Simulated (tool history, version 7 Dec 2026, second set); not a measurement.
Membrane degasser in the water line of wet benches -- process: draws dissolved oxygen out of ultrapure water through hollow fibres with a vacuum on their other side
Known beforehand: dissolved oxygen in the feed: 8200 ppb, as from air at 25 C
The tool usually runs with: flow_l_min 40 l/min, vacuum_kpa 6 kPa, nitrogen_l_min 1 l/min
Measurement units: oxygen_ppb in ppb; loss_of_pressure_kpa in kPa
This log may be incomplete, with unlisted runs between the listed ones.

run,hour,flow_l_min,vacuum_kpa,nitrogen_l_min,oxygen_ppb,loss_of_pressure_kpa
1,0,40,6,1,269.5,36.87
2,63,47,6,1,305.3,43.9
3,121.5,40,11.61,1,662.1,37.33
4,199.2,40,6,1,269.5,37.47
5,263.9,40,6,1.16,238.9,37.13
6,350,40,6,0.95,280.6,36.96
7,426.4,40,6,0.95,281.6,37.64
8,496.2,40,10.16,0.95,589.9,37.49
9,554.2,40,10.16,0.95,596.9,37.49
10,641.8,40,3.72,1,92.3,37.22
11,694,40,3.72,1,94.3,37.42
12,775.2,40,6,0.48,456.2,37.31
# hour 815.4: seals of the vacuum lines changed
13,867.7,40,6,0.48,457.4,37.5
14,956.1,40,11.65,1,691.5,37.69
# hour 1015.4: vacuum gauge calibrated
15,1019.4,40,11.65,1,722.6,37.59
16,1078.2,40,11.65,1,704.7,37.68
# hour 1150: vacuum gauge calibrated, once more
17,1167.9,40,11.65,1,637.3,37.82
18,1226.8,25,3.98,1,42.4,23.27
19,1264.7,45,13.24,2.98,341.7,42.73
20,1334.5,33,13.46,1.31,532,31.1
21,1417.6,50,7.97,0.67,583.4,47.28
22,1460,40,6,0.51,359.1,37.7
23,1534.6,40,10.12,1.5,385.4,37.98
24,1614.5,40,12.51,0.52,1107.2,37.79
25,1700.7,62,3.7,0.61,105.7,58.58
26,1770,26,6.09,2.96,62.4,24.49
27,1835.7,40,8.09,1.19,340.4,37.74
28,1927,40,4.19,1.84,53.9,37.82
29,1998.4,28,6.58,2.5,91.5,26.33
30,2053.1,40,6,1.73,146.3,38.34
31,2120.7,24,4.11,0.41,107.3,22.79
32,2199.9,30,6.83,0.75,288.8,28.41
33,2272.7,29,6,1,178.8,27.59

What if the next run were any one of these 3? Each begins from the tool's condition after run 33:
A,2324,36,12.36,1,?,?
B,2324,42,10.19,1.1,?,?
C,2324,29,4.58,1,?,?

run,oxygen_ppb,loss_of_pressure_kpa
A,649.4,34.44
B,511.1,39.96
C,91.2,27.47
What these runs would have given with no unlogged condition in the tool:
run,oxygen_ppb,loss_of_pressure_kpa
A,641.9,33.11
B,503.1,38.41
C,84.9,26.4
